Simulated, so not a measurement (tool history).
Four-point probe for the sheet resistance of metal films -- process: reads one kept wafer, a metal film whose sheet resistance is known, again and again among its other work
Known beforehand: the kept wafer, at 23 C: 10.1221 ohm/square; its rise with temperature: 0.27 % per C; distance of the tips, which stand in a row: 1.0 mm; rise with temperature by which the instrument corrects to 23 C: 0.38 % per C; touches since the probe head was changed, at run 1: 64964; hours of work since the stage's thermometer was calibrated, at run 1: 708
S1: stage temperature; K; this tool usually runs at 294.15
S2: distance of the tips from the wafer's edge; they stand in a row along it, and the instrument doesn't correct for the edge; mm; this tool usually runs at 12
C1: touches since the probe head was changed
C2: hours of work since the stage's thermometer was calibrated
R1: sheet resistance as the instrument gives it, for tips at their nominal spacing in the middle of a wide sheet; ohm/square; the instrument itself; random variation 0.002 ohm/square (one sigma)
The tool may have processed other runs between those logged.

{"run": 1, "hour": 0.0, "S1": 294.15, "S2": 12, "C1": 64964, "C2": 708, "R1": 10.075361}
{"run": 2, "hour": 39.4, "S1": 294.15, "S2": 19, "C1": 65896, "C2": 730, "R1": 10.0524}
{"run": 3, "hour": 65.9, "S1": 294.15, "S2": 12, "C1": 66525, "C2": 745, "R1": 10.074366}
{"run": 4, "hour": 103.9, "S1": 294.15, "S2": 32, "C1": 67424, "C2": 766, "R1": 10.042434}
{"run": 5, "hour": 143.8, "S1": 294.15, "S2": 32, "C1": 68370, "C2": 789, "R1": 10.037973}
{"run": 6, "hour": 185.9, "S1": 294.15, "S2": 32, "C1": 69365, "C2": 812, "R1": 10.034762}
{"run": 7, "hour": 238.6, "S1": 297.15, "S2": 12, "C1": 70613, "C2": 842, "R1": 10.034}
{"run": 8, "hour": 276.5, "S1": 292.15, "S2": 12, "C1": 71510, "C2": 863, "R1": 10.09027}
{"hour": 306.6, "done": "new probe head fitted"}
{"run": 9, "hour": 324.0, "S1": 292.15, "S2": 12, "C1": 412, "C2": 889, "R1": 10.223942}
{"run": 10, "hour": 367.4, "S1": 308.15, "S2": 12, "C1": 1440, "C2": 913, "R1": 10.048171}
{"run": 11, "hour": 414.6, "S1": 298.15, "S2": 12, "C1": 2558, "C2": 939, "R1": 10.151393}
{"run": 12, "hour": 449.5, "S1": 298.15, "S2": 12, "C1": 3385, "C2": 959, "R1": 10.154316}
{"run": 13, "hour": 504.5, "S1": 294.15, "S2": 12, "C1": 4687, "C2": 990, "R1": 10.194438}
{"run": 14, "hour": 559.6, "S1": 294.15, "S2": 12, "C1": 5990, "C2": 1020, "R1": 10.194392}
{"run": 15, "hour": 588.9, "S1": 294.15, "S2": 12, "C1": 6686, "C2": 1037, "R1": 10.188782}
{"run": 16, "hour": 633.1, "S1": 294.15, "S2": 12, "C1": 7731, "C2": 1062, "R1": 10.191019}
{"run": 17, "hour": 671.8, "S1": 294.15, "S2": 12, "C1": 8648, "C2": 1083, "R1": 10.189291}
{"run": 18, "hour": 725.3, "S1": 294.15, "S2": 12, "C1": 9916, "C2": 1113, "R1": 10.19125}
{"run": 19, "hour": 762.7, "S1": 294.15, "S2": 12, "C1": 10800, "C2": 1134, "R1": 10.187988}
{"run": 20, "hour": 805.7, "S1": 294.15, "S2": 12, "C1": 11819, "C2": 1158, "R1": 10.187346}
{"run": 21, "hour": 849.9, "S1": 294.15, "S2": 12, "C1": 12864, "C2": 1183, "R1": 10.185182}
{"hour": 854.6, "done": "stage's thermometer calibrated"}
{"run": 22, "hour": 875.3, "S1": 294.15, "S2": 12, "C1": 13456, "C2": 12, "R1": 10.188531}
{"run": 23, "hour": 919.1, "S1": 304.15, "S2": 5, "C1": 14493, "C2": 36, "R1": 10.256196}
{"run": 24, "hour": 967.4, "S1": 291.15, "S2": 56, "C1": 15635, "C2": 63, "R1": 10.186095}
{"run": 25, "hour": 1011.6, "S1": 291.15, "S2": 56, "C1": 16683, "C2": 88, "R1": 10.182819}
{"hour": 1017.0, "done": "stage's thermometer calibrated, once more"}
{"run": 26, "hour": 1040.7, "S1": 291.15, "S2": 56, "C1": 17360, "C2": 13, "R1": 10.167057}
{"run": 27, "hour": 1067.6, "S1": 292.15, "S2": 27, "C1": 17995, "C2": 28, "R1": 10.163528}
{"run": 28, "hour": 1093.4, "S1": 306.15, "S2": 12, "C1": 18608, "C2": 43, "R1": 10.0429}
{"run": 29, "hour": 1130.0, "S1": 298.15, "S2": 10, "C1": 19474, "C2": 63, "R1": 10.140887}
{"run": 30, "hour": 1155.2, "S1": 293.15, "S2": 8, "C1": 20070, "C2": 77, "R1": 10.228561}
{"run": 31, "hour": 1204.3, "S1": 293.15, "S2": 8, "C1": 21233, "C2": 105, "R1": 10.229036}
{"run": 32, "hour": 1226.9, "S1": 293.15, "S2": 8, "C1": 21769, "C2": 117, "R1": 10.226524}
{"run": 33, "hour": 1279.5, "S1": 291.15, "S2": 41, "C1": 23013, "C2": 147, "R1": 10.165572}
{"run": 34, "hour": 1326.0, "S1": 298.15, "S2": 44, "C1": 24114, "C2": 173, "R1": 10.084151}
{"run": 35, "hour": 1351.0, "S1": 302.15, "S2": 10, "C1": 24706, "C2": 187, "R1": 10.091558}
{"run": 36, "hour": 1377.0, "S1": 297.15, "S2": 4, "C1": 25323, "C2": 201, "R1": 10.421117}
{"run": 37, "hour": 1402.0, "S1": 297.15, "S2": 4, "C1": 25915, "C2": 215, "R1": 10.419785}
{"run": 38, "hour": 1444.7, "S1": 297.15, "S2": 4, "C1": 26926, "C2": 239, "R1": 10.417947}
{"run": 39, "hour": 1490.6, "S1": 296.15, "S2": 19, "C1": 28011, "C2": 265, "R1": 10.114681}
{"run": 40, "hour": 1514.8, "S1": 296.15, "S2": 19, "C1": 28584, "C2": 278, "R1": 10.114551}
{"run": 41, "hour": 1545.4, "S1": 298.15, "S2": 4, "C1": 29310, "C2": 295, "R1": 10.407177}
{"run": 42, "hour": 1599.4, "S1": 298.15, "S2": 26, "C1": 30589, "C2": 325, "R1": 10.083878}
{"run": 43, "hour": 1627.4, "S1": 298.15, "S2": 26, "C1": 31250, "C2": 341, "R1": 10.079159}
{"run": 44, "hour": 1674.4, "S1": 293.15, "S2": 12, "C1": 32364, "C2": 367, "R1": 10.166398}

4 options for the next run, each taken on its own from the tool as it stands now. Forecast them:
{"run": "A", "hour": 1719.6, "S1": 301.15, "S2": 3, "C1": 33435, "C2": 393, "R1": "?"}
{"run": "B", "hour": 1719.6, "S1": 296.15, "S2": 8, "C1": 33435, "C2": 393, "R1": "?"}
{"run": "C", "hour": 1719.6, "S1": 294.15, "S2": 22, "C1": 33435, "C2": 393, "R1": "?"}
{"run": "D", "hour": 1719.6, "S1": 291.15, "S2": 11, "C1": 33435, "C2": 393, "R1": "?"}

run=A R1=10.604254
run=B R1=10.177006
run=C R1=10.129373
run=D R1=10.190560
With no hidden state in the tool, these same runs would have given:
run=A R1=10.635159
run=B R1=10.206715
run=C R1=10.158925
run=D R1=10.220222

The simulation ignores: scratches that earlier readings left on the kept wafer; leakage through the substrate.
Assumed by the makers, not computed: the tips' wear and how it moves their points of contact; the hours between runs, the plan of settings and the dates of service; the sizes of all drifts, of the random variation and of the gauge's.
